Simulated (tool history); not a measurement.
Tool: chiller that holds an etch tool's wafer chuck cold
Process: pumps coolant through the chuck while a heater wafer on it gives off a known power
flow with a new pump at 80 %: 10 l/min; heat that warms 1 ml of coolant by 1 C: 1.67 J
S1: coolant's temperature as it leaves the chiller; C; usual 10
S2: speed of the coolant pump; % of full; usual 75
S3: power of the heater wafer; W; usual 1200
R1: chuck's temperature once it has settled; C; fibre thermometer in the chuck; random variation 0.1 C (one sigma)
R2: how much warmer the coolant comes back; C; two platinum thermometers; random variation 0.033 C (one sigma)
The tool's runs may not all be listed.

run,day,S1,S2,S3,R1,R2
1,0,10,75,1200,20.8,4.63
2,4.046,10,75,1200,20.6,4.58
3,8.279,1,75,1200,11.8,4.62
4,12.2,1,75,1200,11.6,4.63
5,16.9,1,75,1200,11.8,4.64
6,21.467,10,80,1200,20.1,4.33
7,25.917,1,75,1200,11.9,4.63
8,29.175,1,75,1200,11.8,4.63
9,33.992,1,75,1200,11.8,4.66
10,38.4,1,75,1200,11.8,4.54
11,41.404,1,75,972,9.7,3.73
12,44.583,1,75,972,9.6,3.75
13,47.171,1,75,972,9.8,3.79
14,50.604,1,75,972,9.7,3.76
15,55.971,1,75,972,9.7,3.77
16,60.467,1,75,972,9.7,3.78
17,65.254,10,75,1200,20.9,4.57
18,70.646,14,88,827,20.3,2.69
19,72.812,10,75,1376,22.2,5.25
20,76.362,10,75,1376,22.4,5.28
21,78.779,10,75,1376,22.4,5.33
22,81.533,10,80,1111,19.2,4.04
23,86.625,19,66,609,25,2.71
24,89.525,10,66,1200,22.1,5.28
25,92.371,10,75,1433,22.9,5.5
26,97.588,5,98,1433,15,4.16
27,101.008,9,72,1200,20,4.86
28,104.071,9,78,681,14.8,2.5
29,108.246,18,64,1229,30.8,5.59
30,111.358,1,75,894,9.1,3.47
31,115.496,6,83,917,13.4,3.16
32,119.758,13,64,1200,25.5,5.46
33,122.312,13,64,1200,25.7,5.43

Not shown: 3 entries that the log had between the listed runs. Between which runs, and how does the tool's hidden state differ before and after?
Between runs 7 and 8: coolant changed, channels flushed (day 26.733)
  heat passed by the chuck's channels, % of clean ones': 99.8 -> 100
Between runs 8 and 9: chiller's thermometer calibrated (day 31.433)
  coolant's true temperature over the reading, C: 0.02 -> 0
Between runs 28 and 29: coolant pump overhauled (day 106.333)
  flow at a given pump speed, % of a new pump's: 99.6 -> 100
